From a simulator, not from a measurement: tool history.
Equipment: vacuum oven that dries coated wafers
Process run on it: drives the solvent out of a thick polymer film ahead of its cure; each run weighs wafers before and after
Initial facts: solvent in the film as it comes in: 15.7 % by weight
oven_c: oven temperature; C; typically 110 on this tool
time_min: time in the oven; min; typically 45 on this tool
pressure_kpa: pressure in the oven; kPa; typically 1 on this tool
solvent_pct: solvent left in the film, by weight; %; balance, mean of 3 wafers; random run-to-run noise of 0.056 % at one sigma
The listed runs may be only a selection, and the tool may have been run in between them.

run,day,oven_c,time_min,pressure_kpa,solvent_pct
1,0,110,45,1,2.78
2,0.633,110,45,1,2.66
3,1.079,110,45,1,2.82
# day 1.229: oven's thermocouples calibrated
4,1.788,113,45,1,2.17
5,2.467,113,45,1,2.17
6,3.083,110,45,1.09,2.74
7,3.417,110,45,1.09,2.79
8,3.867,110,58,3.4,5.08
9,4.192,110,58,3.4,5.05
# day 4.467: oven's thermocouples calibrated, once more
10,4.779,112,76,2.37,3.38
11,5.417,112,35,1.45,3.62

Some steps in solvent_pct between neighbouring runs. How much of each would the tool show without its hidden state too (settings, what came in, random variation), and how much is left for the hidden state, with any gauge scatter that isn't in both results?
Hidden conditions of the tool in this case: true wafer temperature over the reading, C; true pressure over the reading, kPa; drift of the gauge itself on solvent_pct, %.
Run 7 -> 8: time_min 45 -> 58, pressure_kpa 1.09 -> 3.4. solvent_pct +2.29 %: hidden state -0.01, all else +2.3.
Run 9 -> 10: oven_c 110 -> 112, time_min 58 -> 76, pressure_kpa 3.4 -> 2.37, oven's thermocouples calibrated, once more. solvent_pct -1.67 %: hidden state +0.13, all else -1.8.
